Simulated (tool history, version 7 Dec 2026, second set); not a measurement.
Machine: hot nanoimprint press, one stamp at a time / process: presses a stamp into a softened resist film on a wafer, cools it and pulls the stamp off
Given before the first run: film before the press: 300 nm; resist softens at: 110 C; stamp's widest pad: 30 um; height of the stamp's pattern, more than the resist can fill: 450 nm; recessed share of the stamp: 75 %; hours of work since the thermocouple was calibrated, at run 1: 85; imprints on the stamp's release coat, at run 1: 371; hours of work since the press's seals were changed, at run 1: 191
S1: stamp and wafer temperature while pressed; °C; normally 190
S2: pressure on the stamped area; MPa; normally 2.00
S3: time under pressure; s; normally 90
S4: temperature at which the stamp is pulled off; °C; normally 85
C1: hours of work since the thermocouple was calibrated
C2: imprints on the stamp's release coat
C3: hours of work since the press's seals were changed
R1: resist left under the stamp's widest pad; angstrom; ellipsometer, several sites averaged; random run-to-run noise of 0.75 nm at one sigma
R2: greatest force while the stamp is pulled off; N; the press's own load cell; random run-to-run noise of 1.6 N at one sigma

{"run": 1, "hour": 0.0, "S1": 190, "S2": 2.0, "S3": 90, "S4": 85, "C1": 85, "C2": 371, "C3": 191, "R1": 1612, "R2": 140}
{"run": 2, "hour": 25.4, "S1": 190, "S2": 2.0, "S3": 90, "S4": 85, "C1": 99, "C2": 475, "C3": 205, "R1": 1594, "R2": 136}
{"run": 3, "hour": 56.9, "S1": 190, "S2": 2.0, "S3": 90, "S4": 85, "C1": 116, "C2": 603, "C3": 223, "R1": 1601, "R2": 136}
{"run": 4, "hour": 85.5, "S1": 190, "S2": 2.0, "S3": 90, "S4": 84, "C1": 132, "C2": 719, "C3": 239, "R1": 1613, "R2": 141}
{"run": 5, "hour": 124.4, "S1": 190, "S2": 2.0, "S3": 90, "S4": 84, "C1": 154, "C2": 878, "C3": 260, "R1": 1607, "R2": 143}
{"run": 6, "hour": 142.8, "S1": 195, "S2": 2.0, "S3": 90, "S4": 85, "C1": 164, "C2": 953, "C3": 270, "R1": 1343, "R2": 138}
{"run": 7, "hour": 162.8, "S1": 190, "S2": 2.0, "S3": 154, "S4": 85, "C1": 175, "C2": 1034, "C3": 282, "R1": 1325, "R2": 139}
{"hour": 201.5, "done": "stamp cleaned and given a new release coat"}
{"run": 8, "hour": 207.0, "S1": 190, "S2": 1.56, "S3": 154, "S4": 85, "C1": 196, "C2": 22, "C3": 303, "R1": 1453, "R2": 136}
{"run": 9, "hour": 239.3, "S1": 190, "S2": 2.0, "S3": 90, "S4": 85, "C1": 214, "C2": 154, "C3": 321, "R1": 1603, "R2": 137}
{"run": 10, "hour": 267.8, "S1": 190, "S2": 1.68, "S3": 90, "S4": 85, "C1": 230, "C2": 270, "C3": 336, "R1": 1724, "R2": 135}
{"run": 11, "hour": 299.5, "S1": 190, "S2": 1.68, "S3": 90, "S4": 85, "C1": 248, "C2": 400, "C3": 354, "R1": 1701, "R2": 136}
{"run": 12, "hour": 320.9, "S1": 179, "S2": 1.68, "S3": 90, "S4": 85, "C1": 259, "C2": 487, "C3": 366, "R1": 2319, "R2": 138}
{"run": 13, "hour": 350.2, "S1": 182, "S2": 2.0, "S3": 90, "S4": 85, "C1": 276, "C2": 606, "C3": 382, "R1": 2057, "R2": 139}
{"run": 14, "hour": 375.6, "S1": 190, "S2": 2.0, "S3": 67, "S4": 85, "C1": 290, "C2": 709, "C3": 396, "R1": 1760, "R2": 135}
{"run": 15, "hour": 411.1, "S1": 190, "S2": 2.0, "S3": 67, "S4": 85, "C1": 309, "C2": 854, "C3": 416, "R1": 1785, "R2": 139}
{"run": 16, "hour": 438.3, "S1": 188, "S2": 1.81, "S3": 70, "S4": 75, "C1": 324, "C2": 965, "C3": 431, "R1": 1913, "R2": 145}
{"run": 17, "hour": 466.9, "S1": 188, "S2": 1.81, "S3": 70, "S4": 75, "C1": 340, "C2": 1081, "C3": 447, "R1": 1928, "R2": 144}
{"hour": 493.9, "done": "stamp cleaned and given a new release coat"}
{"run": 18, "hour": 505.4, "S1": 188, "S2": 1.81, "S3": 70, "S4": 75, "C1": 358, "C2": 46, "C3": 465, "R1": 1916, "R2": 147}
{"run": 19, "hour": 534.4, "S1": 188, "S2": 1.81, "S3": 70, "S4": 75, "C1": 374, "C2": 165, "C3": 481, "R1": 1924, "R2": 143}
{"run": 20, "hour": 564.5, "S1": 199, "S2": 1.81, "S3": 70, "S4": 75, "C1": 391, "C2": 287, "C3": 498, "R1": 1351, "R2": 145}
{"run": 21, "hour": 594.4, "S1": 199, "S2": 1.97, "S3": 70, "S4": 72, "C1": 408, "C2": 409, "C3": 514, "R1": 1310, "R2": 148}
{"run": 22, "hour": 631.3, "S1": 184, "S2": 1.64, "S3": 104, "S4": 90, "C1": 428, "C2": 559, "C3": 535, "R1": 1986, "R2": 133}
{"run": 23, "hour": 656.4, "S1": 184, "S2": 1.64, "S3": 104, "S4": 90, "C1": 442, "C2": 662, "C3": 549, "R1": 1992, "R2": 136}
{"run": 24, "hour": 672.7, "S1": 184, "S2": 1.64, "S3": 141, "S4": 90, "C1": 451, "C2": 728, "C3": 558, "R1": 1807, "R2": 131}
{"run": 25, "hour": 708.7, "S1": 184, "S2": 1.64, "S3": 141, "S4": 90, "C1": 471, "C2": 874, "C3": 578, "R1": 1803, "R2": 133}
{"run": 26, "hour": 732.3, "S1": 189, "S2": 2.26, "S3": 81, "S4": 85, "C1": 484, "C2": 970, "C3": 591, "R1": 1662, "R2": 138}
{"run": 27, "hour": 771.8, "S1": 189, "S2": 2.26, "S3": 81, "S4": 85, "C1": 506, "C2": 1131, "C3": 613, "R1": 1653, "R2": 138}
{"hour": 786.7, "done": "stamp cleaned and given a new release coat"}
{"run": 28, "hour": 813.1, "S1": 189, "S2": 2.26, "S3": 81, "S4": 85, "C1": 526, "C2": 107, "C3": 632, "R1": 1662, "R2": 142}
{"run": 29, "hour": 841.6, "S1": 189, "S2": 2.26, "S3": 81, "S4": 85, "C1": 542, "C2": 223, "C3": 648, "R1": 1648, "R2": 139}

For each entry between runs, how does the tool's hidden state at the last listed run before it compare with that at the first listed run after it?
Logged between run 7 and run 8: stamp cleaned and given a new release coat (hour 201.5)
  true temperature over the reading, C: -0.01 -> -0.02; grip of the stamp's worn release coat, % over a new coat's: 0.5 -> 0
Logged between run 17 and run 18: stamp cleaned and given a new release coat (hour 493.9)
  grip of the stamp's worn release coat, % over a new coat's: 0.5 -> 0
Logged between run 27 and run 28: stamp cleaned and given a new release coat (hour 786.7)
  pressure that arrives at the usual setting, %: 99.87 -> 99.86; grip of the stamp's worn release coat, % over a new coat's: 0.5 -> 0.1
